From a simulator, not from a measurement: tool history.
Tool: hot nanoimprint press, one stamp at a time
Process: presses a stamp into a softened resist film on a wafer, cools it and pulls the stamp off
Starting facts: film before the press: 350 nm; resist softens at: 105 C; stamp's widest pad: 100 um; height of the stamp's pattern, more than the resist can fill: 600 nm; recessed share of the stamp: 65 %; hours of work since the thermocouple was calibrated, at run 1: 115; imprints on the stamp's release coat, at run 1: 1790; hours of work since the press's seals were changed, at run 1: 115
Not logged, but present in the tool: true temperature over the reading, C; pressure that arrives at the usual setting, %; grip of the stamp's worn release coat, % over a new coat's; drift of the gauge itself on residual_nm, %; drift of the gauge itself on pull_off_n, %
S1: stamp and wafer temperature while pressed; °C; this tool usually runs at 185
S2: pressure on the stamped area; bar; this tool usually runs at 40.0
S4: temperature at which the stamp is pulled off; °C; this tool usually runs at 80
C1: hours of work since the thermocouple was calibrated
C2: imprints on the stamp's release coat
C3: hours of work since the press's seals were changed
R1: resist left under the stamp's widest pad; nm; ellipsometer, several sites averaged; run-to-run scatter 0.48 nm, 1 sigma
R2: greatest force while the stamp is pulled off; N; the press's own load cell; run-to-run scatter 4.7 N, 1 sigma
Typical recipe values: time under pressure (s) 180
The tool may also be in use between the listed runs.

{"run": 1, "hour": 0.0, "S1": 185, "S2": 40.0, "time under pressure (s)": 180, "S4": 80, "C1": 115, "C2": 1790, "C3": 115, "R1": 204.4, "R2": 299}
{"run": 2, "hour": 27.6, "S1": 185, "S2": 40.0, "time under pressure (s)": 180, "S4": 68, "C1": 132, "C2": 1889, "C3": 132, "R1": 204.3, "R2": 350}
{"run": 3, "hour": 61.4, "S1": 185, "S2": 40.0, "time under pressure (s)": 180, "S4": 68, "C1": 153, "C2": 2010, "C3": 153, "R1": 204.2, "R2": 335}
{"run": 4, "hour": 87.7, "S1": 185, "S2": 40.0, "time under pressure (s)": 180, "S4": 68, "C1": 169, "C2": 2105, "C3": 169, "R1": 203.2, "R2": 354}
{"hour": 125.5, "done": "stamp cleaned and given a new release coat"}
{"run": 5, "hour": 128.9, "S1": 185, "S2": 40.0, "time under pressure (s)": 180, "S4": 68, "C1": 191, "C2": 12, "C3": 191, "R1": 204.4, "R2": 265}
{"run": 6, "hour": 176.1, "S1": 185, "S2": 40.0, "time under pressure (s)": 180, "S4": 68, "C1": 220, "C2": 181, "C3": 220, "R1": 202.8, "R2": 268}
{"run": 7, "hour": 199.6, "S1": 185, "S2": 40.0, "time under pressure (s)": 180, "S4": 68, "C1": 234, "C2": 266, "C3": 234, "R1": 204.0, "R2": 279}
{"run": 8, "hour": 227.6, "S1": 185, "S2": 40.0, "time under pressure (s)": 180, "S4": 68, "C1": 252, "C2": 366, "C3": 252, "R1": 204.5, "R2": 279}
{"run": 9, "hour": 269.0, "S1": 185, "S2": 40.0, "time under pressure (s)": 180, "S4": 68, "C1": 277, "C2": 515, "C3": 277, "R1": 203.4, "R2": 291}
{"run": 10, "hour": 314.8, "S1": 185, "S2": 40.0, "time under pressure (s)": 180, "S4": 68, "C1": 305, "C2": 679, "C3": 305, "R1": 202.2, "R2": 291}
{"run": 11, "hour": 349.9, "S1": 185, "S2": 40.0, "time under pressure (s)": 180, "S4": 68, "C1": 327, "C2": 805, "C3": 327, "R1": 203.4, "R2": 301}
{"hour": 363.2, "done": "plate thermocouple calibrated"}
{"run": 12, "hour": 375.9, "S1": 185, "S2": 40.0, "time under pressure (s)": 180, "S4": 68, "C1": 8, "C2": 887, "C3": 341, "R1": 206.8, "R2": 298}
{"run": 13, "hour": 405.3, "S1": 185, "S2": 40.0, "time under pressure (s)": 180, "S4": 68, "C1": 26, "C2": 993, "C3": 360, "R1": 206.9, "R2": 300}
{"run": 14, "hour": 441.2, "S1": 185, "S2": 40.0, "time under pressure (s)": 180, "S4": 68, "C1": 48, "C2": 1121, "C3": 382, "R1": 206.4, "R2": 316}
{"run": 15, "hour": 468.3, "S1": 185, "S2": 40.0, "time under pressure (s)": 180, "S4": 68, "C1": 65, "C2": 1219, "C3": 399, "R1": 206.9, "R2": 314}
{"run": 16, "hour": 496.0, "S1": 189, "S2": 46.8, "time under pressure (s)": 180, "S4": 86, "C1": 82, "C2": 1318, "C3": 416, "R1": 176.8, "R2": 253}
{"run": 17, "hour": 523.7, "S1": 189, "S2": 42.7, "time under pressure (s)": 180, "S4": 73, "C1": 99, "C2": 1417, "C3": 433, "R1": 184.2, "R2": 293}
{"run": 18, "hour": 567.1, "S1": 196, "S2": 27.2, "time under pressure (s)": 110, "S4": 81, "C1": 126, "C2": 1573, "C3": 460, "R1": 222.8, "R2": 282}
{"run": 19, "hour": 605.5, "S1": 181, "S2": 26.7, "time under pressure (s)": 108, "S4": 85, "C1": 150, "C2": 1711, "C3": 483, "R1": 283.8, "R2": 270}
{"run": 20, "hour": 643.1, "S1": 181, "S2": 26.7, "time under pressure (s)": 108, "S4": 85, "C1": 173, "C2": 1845, "C3": 507, "R1": 281.3, "R2": 281}
{"run": 21, "hour": 663.9, "S1": 181, "S2": 26.7, "time under pressure (s)": 108, "S4": 85, "C1": 186, "C2": 1920, "C3": 520, "R1": 281.7, "R2": 275}
{"run": 22, "hour": 684.3, "S1": 189, "S2": 40.0, "time under pressure (s)": 157, "S4": 81, "C1": 199, "C2": 1993, "C3": 532, "R1": 196.5, "R2": 297}
{"run": 23, "hour": 705.9, "S1": 177, "S2": 33.9, "time under pressure (s)": 312, "S4": 80, "C1": 212, "C2": 2071, "C3": 546, "R1": 222.4, "R2": 289}
{"hour": 752.7, "done": "stamp cleaned and given a new release coat"}
{"run": 24, "hour": 752.7, "S1": 176, "S2": 40.0, "time under pressure (s)": 166, "S4": 80, "C1": 237, "C2": 0, "C3": 571, "R1": 251.9, "R2": 230}
{"run": 25, "hour": 786.2, "S1": 185, "S2": 40.0, "time under pressure (s)": 180, "S4": 82, "C1": 258, "C2": 120, "C3": 591, "R1": 205.6, "R2": 222}
{"run": 26, "hour": 816.1, "S1": 185, "S2": 40.0, "time under pressure (s)": 124, "S4": 75, "C1": 276, "C2": 228, "C3": 610, "R1": 229.2, "R2": 255}
{"run": 27, "hour": 858.5, "S1": 185, "S2": 40.0, "time under pressure (s)": 227, "S4": 81, "C1": 303, "C2": 379, "C3": 636, "R1": 190.9, "R2": 240}
{"run": 28, "hour": 885.1, "S1": 185, "S2": 40.0, "time under pressure (s)": 227, "S4": 81, "C1": 319, "C2": 475, "C3": 653, "R1": 191.0, "R2": 253}
{"hour": 913.0, "done": "plate thermocouple calibrated"}
{"run": 29, "hour": 924.4, "S1": 185, "S2": 59.3, "time under pressure (s)": 244, "S4": 67, "C1": 7, "C2": 605, "C3": 675, "R1": 160.6, "R2": 300}

What differs in the tool's unlogged condition from the final listed run ahead of each entry between runs to the first listed run following it?
From run 4 to run 5: stamp cleaned and given a new release coat (hour 125.5)
  true temperature over the reading, C: 0.34 -> 0.39; pressure that arrives at the usual setting, %: 98.97 -> 98.86; grip of the stamp's worn release coat, % over a new coat's: 31 -> 0.2
  measured result minus the result with no hidden state, R1: -0.6 -> -0.8 nm; R2: +83 -> -1 N
From run 11 to run 12: plate thermocouple calibrated (hour 363.2)
  true temperature over the reading, C: 0.74 -> -0.21; pressure that arrives at the usual setting, %: 98.08 -> 98; grip of the stamp's worn release coat, % over a new coat's: 11.4 -> 12.6
  measured result minus the result with no hidden state, R1: -1.6 -> +2.6 nm; R2: +28 -> +34 N
From run 23 to run 24: stamp cleaned and given a new release coat (hour 752.7)
  true temperature over the reading, C: 0.32 -> 0.39; pressure that arrives at the usual setting, %: 96.85 -> 96.7; grip of the stamp's worn release coat, % over a new coat's: 30.5 -> 0
  measured result minus the result with no hidden state, R1: +0.7 -> +0.8 nm; R2: +67 -> -1 N
From run 28 to run 29: plate thermocouple calibrated (hour 913.0)
  true temperature over the reading, C: 0.61 -> -0.27; pressure that arrives at the usual setting, %: 96.25 -> 96.12; grip of the stamp's worn release coat, % over a new coat's: 6.7 -> 8.5
  measured result minus the result with no hidden state, R1: +0.5 -> +5.6 nm; R2: +13 -> +24 N
